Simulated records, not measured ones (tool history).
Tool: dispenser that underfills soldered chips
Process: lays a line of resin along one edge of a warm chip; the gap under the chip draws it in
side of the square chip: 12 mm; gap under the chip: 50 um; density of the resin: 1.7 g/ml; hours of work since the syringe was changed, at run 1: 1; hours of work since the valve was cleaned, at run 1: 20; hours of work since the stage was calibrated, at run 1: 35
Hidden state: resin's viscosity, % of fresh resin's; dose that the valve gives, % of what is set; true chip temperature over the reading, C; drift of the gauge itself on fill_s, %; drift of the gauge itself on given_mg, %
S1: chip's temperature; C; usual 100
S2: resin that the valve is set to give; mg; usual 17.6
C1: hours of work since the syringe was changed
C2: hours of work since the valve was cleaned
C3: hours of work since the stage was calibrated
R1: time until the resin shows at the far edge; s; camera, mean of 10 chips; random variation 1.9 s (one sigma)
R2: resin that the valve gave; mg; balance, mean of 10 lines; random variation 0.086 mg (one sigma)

run    day   S1    S2  C1  C2   C3     R1     R2
  1  0.000  100  17.6   1  20   35  201.4  17.38
  2  0.150  100  17.6   4  23   38  226.0  17.23
  3  0.288  104  17.6   7  26   40  227.6  17.34
     0.467  -- new syringe of resin
  4  0.517  104  17.6   1  30   44  172.3  17.36
  5  0.788  104  17.6   6  35   50  220.2  17.31
     0.996  -- new syringe of resin
  6  1.083  104  17.6   2  40   55  173.0  17.02
  7  1.342  104  17.6   6  45   60  227.6  17.30
     1.521  -- new syringe of resin
  8  1.629  104  17.6   2  50   65  183.2  17.07
  9  1.833  104  17.0   6  54   69  218.2  16.40
 10  1.950  100  17.6   8  56   71  285.8  17.09
     2.058  -- new syringe of resin
 11  2.196  100  17.6   3  61   75  215.7  17.10
 12  2.379  100  17.6   6  64   79  264.2  16.95
 13  2.529  100  17.6   9  67   82  302.0  16.87
     2.600  -- new syringe of resin
 14  2.792  100  17.6   4  72   86  230.5  16.77
 15  2.912  100  17.6   6  74   89  251.4  16.98
 16  3.079   86  18.3   9  77   92  508.4  17.27
     3.133  -- new syringe of resin
 17  3.271   90  19.4   3  81   95  314.1  18.43
 18  3.558   90  19.4   8  86  101  413.5  18.40
     3.667  -- new syringe of resin
 19  3.783   92  20.5   2  90  105  288.3  19.42
 20  4.075   90  16.8   8  95  110  438.4  15.88
     4.200  -- dispensing valve cleaned and set on the balance
     4.246  -- new syringe of resin
 21  4.412   96  22.1   3   4  115  258.2  22.08
 22  4.688  108  16.1   8   9  121  225.8  16.02

Hidden state or all else? Some run-to-run changes of R1, split into what the settings, what came in and random variation would give without the hidden state, and what is left for the hidden state (with any gauge scatter that isn't in both results):
Run 15 -> 16: S1 100 -> 86, S2 17.6 -> 18.3. R1 +257.0 s: hidden state +125.7, all else +131.3.
Run 16 -> 17: S1 86 -> 90, S2 18.3 -> 19.4, new syringe of resin. R1 -194.3 s: hidden state -147.6, all else -46.7.

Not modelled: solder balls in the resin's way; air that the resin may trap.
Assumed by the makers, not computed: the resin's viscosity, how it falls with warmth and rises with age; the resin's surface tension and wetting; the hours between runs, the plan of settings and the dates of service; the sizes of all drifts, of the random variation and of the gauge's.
